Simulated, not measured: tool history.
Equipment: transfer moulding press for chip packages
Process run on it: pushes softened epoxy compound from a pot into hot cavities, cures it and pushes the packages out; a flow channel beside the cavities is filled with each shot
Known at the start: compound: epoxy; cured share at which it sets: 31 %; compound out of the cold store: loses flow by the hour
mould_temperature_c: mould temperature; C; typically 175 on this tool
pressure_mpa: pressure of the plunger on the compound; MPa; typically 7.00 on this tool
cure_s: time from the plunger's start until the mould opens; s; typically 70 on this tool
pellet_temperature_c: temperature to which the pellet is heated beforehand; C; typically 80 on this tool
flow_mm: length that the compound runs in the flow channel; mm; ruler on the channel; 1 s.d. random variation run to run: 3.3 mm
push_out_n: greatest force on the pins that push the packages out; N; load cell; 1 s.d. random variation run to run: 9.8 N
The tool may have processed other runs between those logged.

| run | hour | mould_temperature_c | pressure_mpa | cure_s | pellet_temperature_c | incoming compound's hours out of the cold store | flow_mm | push_out_n |
|---|---|---|---|---|---|---|---|---|
| 1 | 0.0 | 175 | 7.00 | 70 | 80 | 47.3 | 601 | 724 |
|  | 7.2 | cavities cleaned with cleaning compound and waxed |
| 2 | 7.7 | 175 | 7.00 | 70 | 80 | 19.4 | 656 | 514 |
| 3 | 15.0 | 175 | 7.00 | 70 | 80 | 41.6 | 611 | 560 |
| 4 | 24.2 | 175 | 7.00 | 70 | 80 | 40.9 | 605 | 636 |
| 5 | 31.7 | 175 | 7.00 | 70 | 79 | 11.8 | 668 | 739 |
|  | 42.6 | cavities cleaned with cleaning compound and waxed |
| 6 | 43.1 | 175 | 7.00 | 70 | 79 | 16.6 | 662 | 468 |
| 7 | 50.8 | 175 | 7.00 | 70 | 79 | 37.7 | 612 | 554 |
|  | 66.0 | plunger's sealing rings changed |
| 8 | 66.0 | 175 | 7.10 | 70 | 76 | 32.5 | 656 | 695 |
| 9 | 75.0 | 175 | 7.10 | 70 | 76 | 35.3 | 655 | 737 |
|  | 80.4 | cavities cleaned with cleaning compound and waxed |
| 10 | 83.6 | 175 | 7.10 | 70 | 76 | 36.0 | 649 | 515 |
| 11 | 94.4 | 175 | 7.10 | 69 | 76 | 28.9 | 663 | 643 |
| 12 | 102.2 | 175 | 7.10 | 69 | 76 | 8.2 | 707 | 738 |
| 13 | 111.7 | 172 | 8.76 | 70 | 89 | 8.3 | 794 | 926 |

Branching from run 13: 3 alternative next runs. What would each branch give?
|  | 115.6 | cavities cleaned with cleaning compound and waxed |
| A | 120.3 | 183 | 8.76 | 70 | 89 | 35.2 | ? | ? |
|  | 115.6 | cavities cleaned with cleaning compound and waxed |
| B | 120.3 | 174 | 7.00 | 108 | 80 | 28.0 | ? | ? |
|  | 115.6 | cavities cleaned with cleaning compound and waxed |
| C | 120.3 | 174 | 7.00 | 62 | 81 | 46.9 | ? | ? |

| run | flow_mm | push_out_n |
|---|---|---|
| A | 695 | 385 |
| B | 664 | 358 |
| C | 628 | 730 |
Take away the tool's hidden state, keep each run's random variation, and the runs would have read:
| run | flow_mm | push_out_n |
|---|---|---|
| A | 698 | 330 |
| B | 667 | 309 |
| C | 630 | 602 |

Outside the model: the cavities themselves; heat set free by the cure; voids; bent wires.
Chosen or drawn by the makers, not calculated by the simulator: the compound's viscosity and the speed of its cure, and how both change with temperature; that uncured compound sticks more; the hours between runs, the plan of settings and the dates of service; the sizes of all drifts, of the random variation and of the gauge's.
